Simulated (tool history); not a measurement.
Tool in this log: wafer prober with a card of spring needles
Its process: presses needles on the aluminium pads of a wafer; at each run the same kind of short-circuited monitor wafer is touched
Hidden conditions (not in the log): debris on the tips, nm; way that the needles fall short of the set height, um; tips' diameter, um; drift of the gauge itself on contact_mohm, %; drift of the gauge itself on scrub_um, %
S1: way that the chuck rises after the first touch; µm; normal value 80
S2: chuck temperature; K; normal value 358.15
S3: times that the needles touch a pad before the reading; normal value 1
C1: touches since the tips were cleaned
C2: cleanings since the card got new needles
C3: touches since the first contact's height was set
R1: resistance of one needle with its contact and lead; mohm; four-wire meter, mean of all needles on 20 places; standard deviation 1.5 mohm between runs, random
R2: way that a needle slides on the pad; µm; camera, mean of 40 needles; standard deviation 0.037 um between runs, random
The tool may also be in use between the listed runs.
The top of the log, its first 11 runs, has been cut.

At hour 259.3: tips cleaned on abrasive film.
Run 12, hour 273.7: usual settings; C1 4879; C2 64; C3 102376. Result: R1 212 mohm, R2 21.8 µm.
At hour 278.8: tips cleaned on abrasive film.
Run 13, hour 296.6: usual settings; C1 6039; C2 65; C3 110098. Result: R1 217 mohm, R2 21.82 µm.
At hour 298.5: tips cleaned on abrasive film.
Run 14, hour 315.4: usual settings; C1 5750; C2 66; C3 116473. Result: R1 212 mohm, R2 21.73 µm.
At hour 317: tips cleaned on abrasive film.
At hour 336.6: tips cleaned on abrasive film.
Run 15, hour 336.6: usual settings; C1 0; C2 68; C3 123579. Result: R1 147 mohm, R2 21.65 µm.
Run 16, hour 351.8: usual settings; C1 5147; C2 68; C3 128726. Result: R1 212 mohm, R2 21.54 µm.
At hour 356: tips cleaned on abrasive film.
Run 17, hour 373.5: usual settings but S2 306.15 K, S3 2; C1 5934; C2 69; C3 136060. Result: R1 181 mohm, R2 21.65 µm.
At hour 376: tips cleaned on abrasive film.
Run 18, hour 388.9: usual settings but S2 306.15 K, S3 2; C1 4374; C2 70; C3 141262. Result: R1 174 mohm, R2 21.54 µm.
At hour 394.9: tips cleaned on abrasive film.
Run 19, hour 402.3: usual settings but S1 93 µm; C1 2497; C2 71; C3 145761. Result: R1 180 mohm, R2 25.25 µm.
At hour 405.5: height of the first contact set anew.
At hour 415.9: tips cleaned on abrasive film.
Run 20, hour 427.6: usual settings but S1 92 µm, S2 349.15 K; C1 3975; C2 72; C3 7472. Result: R1 193 mohm, R2 24.54 µm.
At hour 434.1: tips cleaned on abrasive film.
Run 21, hour 441: usual settings but S1 79 µm; C1 2350; C2 73; C3 11990. Result: R1 194 mohm, R2 20.87 µm.
At hour 453.3: tips cleaned on abrasive film.
Run 22, hour 455.1: usual settings but S2 317.15 K, S3 2; C1 596; C2 74; C3 16725. Result: R1 146 mohm, R2 21.11 µm.

Run 23, settings as shown, results not yet in. Your forecast:
At hour 472.6: tips cleaned on abrasive film.
Run 23, hour 473.7: usual settings but S1 86 µm, S2 312.15 K, S3 2; C1 376; C2 75; C3 23007. Result: R1 ?, R2 ?.

Run 23 gave R1 141 mohm, R2 22.78 µm.
Take away the tool's hidden state, keep the run-to-run variation as it was, and the same run would have given R1 130 mohm, R2 23.94 µm.
